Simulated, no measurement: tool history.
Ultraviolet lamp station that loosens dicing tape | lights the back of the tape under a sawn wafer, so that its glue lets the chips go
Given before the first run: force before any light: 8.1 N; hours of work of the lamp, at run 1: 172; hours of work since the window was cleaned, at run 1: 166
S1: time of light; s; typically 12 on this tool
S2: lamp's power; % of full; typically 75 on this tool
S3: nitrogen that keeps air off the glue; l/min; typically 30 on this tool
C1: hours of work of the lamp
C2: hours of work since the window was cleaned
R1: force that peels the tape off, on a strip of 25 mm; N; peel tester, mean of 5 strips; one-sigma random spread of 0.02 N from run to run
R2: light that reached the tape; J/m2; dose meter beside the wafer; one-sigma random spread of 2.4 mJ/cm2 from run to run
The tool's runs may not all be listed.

| run | hour | S1 | S2 | S3 | C1 | C2 | R1 | R2 |
|---|---|---|---|---|---|---|---|---|
| 1 | 0 | 12 | 75 | 30 | 172 | 166 | 1.285 | 2110 |
| 2 | 7.9 | 12 | 75 | 30 | 176 | 169 | 1.363 | 2090 |
| 3 | 16 | 12 | 75 | 30 | 180 | 173 | 1.322 | 2080 |
| 4 | 25.2 | 12 | 75 | 30 | 184 | 177 | 1.323 | 2110 |
| 5 | 33.4 | 12 | 75 | 30 | 188 | 181 | 1.276 | 2090 |
| 6 | 38 | 12 | 75 | 30 | 190 | 183 | 1.336 | 2060 |
| 7 | 45.8 | 12 | 75 | 30 | 193 | 187 | 1.345 | 2060 |
| 8 | 54.8 | 12 | 75 | 30 | 197 | 191 | 1.324 | 2030 |
| 9 | 62 | 12 | 75 | 30 | 201 | 194 | 1.37 | 2030 |
| 10 | 67.7 | 12 | 75 | 30 | 203 | 197 | 1.353 | 2050 |
| 11 | 75.2 | 12 | 75 | 30 | 207 | 200 | 1.355 | 2080 |
| 12 | 82.9 | 12 | 75 | 30 | 210 | 204 | 1.361 | 2070 |
| 13 | 89.1 | 12 | 75 | 30 | 213 | 207 | 1.397 | 2040 |
| 14 | 94.3 | 12 | 75 | 30 | 216 | 209 | 1.42 | 2060 |
| 15 | 98.4 | 12 | 75 | 30 | 218 | 211 | 1.376 | 2040 |
| 16 | 105.7 | 9 | 83 | 32 | 221 | 214 | 1.733 | 1730 |
| 17 | 111.8 | 9 | 83 | 32 | 224 | 217 | 1.743 | 1690 |
| 18 | 120.3 | 8 | 65 | 11 | 228 | 221 | 4.069 | 1150 |

Forecast run 19:
| 19 | 128.6 | 20 | 85 | 11 | 232 | 225 | ? | ? |

R1: 1.009 N
R2: 3770 J/m2
Without the tool's hidden state the same run would have given R1 0.658 N, R2 4680 J/m2.

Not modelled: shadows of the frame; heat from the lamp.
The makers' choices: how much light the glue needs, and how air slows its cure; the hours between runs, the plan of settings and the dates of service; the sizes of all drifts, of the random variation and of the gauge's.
